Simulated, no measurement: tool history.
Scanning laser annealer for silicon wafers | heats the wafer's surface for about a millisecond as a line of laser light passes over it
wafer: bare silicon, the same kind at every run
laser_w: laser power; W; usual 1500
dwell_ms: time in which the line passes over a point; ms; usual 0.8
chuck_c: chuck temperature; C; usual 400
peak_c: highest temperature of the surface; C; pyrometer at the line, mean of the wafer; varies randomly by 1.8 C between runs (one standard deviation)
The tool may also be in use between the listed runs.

| run | hour | laser_w | dwell_ms | chuck_c | peak_c |
|---|---|---|---|---|---|
| 1 | 0 | 1500 | 0.8 | 400 | 1200 |
| 2 | 12.8 | 1542 | 0.8 | 400 | 1226 |
| 3 | 26.5 | 1500 | 0.952 | 400 | 1288 |
| 4 | 38.4 | 1500 | 0.8 | 364 | 1162 |
| 5 | 58.9 | 1500 | 0.8 | 364 | 1163 |
| 6 | 80.2 | 1500 | 0.8 | 400 | 1196 |
| 7 | 94.1 | 1500 | 0.8 | 400 | 1196 |
| 8 | 114.1 | 1500 | 0.8 | 400 | 1196 |
| 9 | 131.9 | 1500 | 0.703 | 400 | 1140 |
| 10 | 141.3 | 1500 | 0.703 | 400 | 1136 |
| 11 | 159.9 | 1500 | 0.893 | 400 | 1249 |
| 12 | 168.6 | 1500 | 0.893 | 400 | 1246 |
| 13 | 183.3 | 1500 | 0.893 | 400 | 1246 |
| 14 | 202.4 | 1500 | 0.893 | 363 | 1209 |
| 15 | 217.3 | 1500 | 0.8 | 400 | 1192 |
| 16 | 234.1 | 1500 | 0.8 | 400 | 1190 |
| 17 | 251.2 | 1500 | 0.8 | 400 | 1193 |
| 18 | 260 | 1500 | 0.8 | 400 | 1190 |
| 19 | 270.5 | 1500 | 0.8 | 400 | 1194 |
|  | 284.5 | window over the wafer cleaned |
| 20 | 284.7 | 1500 | 0.8 | 400 | 1180 |
| 21 | 302.2 | 1500 | 0.749 | 400 | 1149 |
| 22 | 313 | 1326 | 0.96 | 388 | 1140 |
| 23 | 328.9 | 1574 | 0.96 | 369 | 1286 |
| 24 | 337.9 | 1574 | 0.96 | 369 | 1281 |
|  | 342.9 | window over the wafer cleaned, once more |
| 25 | 359.7 | 1574 | 0.96 | 369 | 1336 |
| 26 | 376.4 | 1574 | 0.96 | 369 | 1336 |
| 27 | 387.7 | 1574 | 0.96 | 369 | 1335 |
| 28 | 396.6 | 1470 | 0.924 | 403 | 1277 |
| 29 | 409.2 | 1470 | 0.924 | 403 | 1276 |
| 30 | 426.6 | 1605 | 0.722 | 384 | 1219 |
| 31 | 445.4 | 1500 | 0.992 | 400 | 1335 |
| 32 | 460.7 | 1500 | 0.992 | 400 | 1330 |
| 33 | 474.5 | 1500 | 0.614 | 370 | 1070 |
| 34 | 493.2 | 1394 | 0.82 | 400 | 1163 |
| 35 | 513.7 | 1394 | 0.744 | 400 | 1118 |
| 36 | 523.5 | 1422 | 0.8 | 402 | 1169 |
| 37 | 541.9 | 1602 | 0.8 | 400 | 1281 |
| 38 | 556.2 | 1602 | 0.779 | 400 | 1269 |
| 39 | 576.7 | 1285 | 0.655 | 407 | 1012 |
| 40 | 593.1 | 1530 | 0.783 | 422 | 1247 |
| 41 | 603 | 1580 | 0.627 | 400 | 1148 |

Some steps in peak_c, run to run, broken into two amounts with sign: the step expected even without the hidden condition (settings, incoming material, random variation), and the rest, left for the hidden condition together with whatever gauge scatter is not in both the measured and the hidden-condition-free result:
Hidden conditions of the tool in this case: light that passes the window, % of a clean one's; laser's true power over the reading, %; width of the line over the set one, %; drift of the gauge itself on peak_c, C.
Run 19 -> 20: window over the wafer cleaned. peak_c -14 C: hidden state -12, all else -2.
Run 22 -> 23: laser_w 1326 -> 1574, chuck_c 388 -> 369. peak_c +146 C: hidden state -11, all else +157.
Run 24 -> 25: window over the wafer cleaned, once more. peak_c +55 C: hidden state +53, all else +2.
Run 32 -> 33: dwell_ms 0.992 -> 0.614, chuck_c 400 -> 370. peak_c -260 C: hidden state +2, all else -262.
Run 38 -> 39: laser_w 1602 -> 1285, dwell_ms 0.779 -> 0.655, chuck_c 400 -> 407. peak_c -257 C: hidden state +3, all else -260.
Run 39 -> 40: laser_w 1285 -> 1530, dwell_ms 0.655 -> 0.783, chuck_c 407 -> 422. peak_c +235 C: hidden state -3, all else +238.
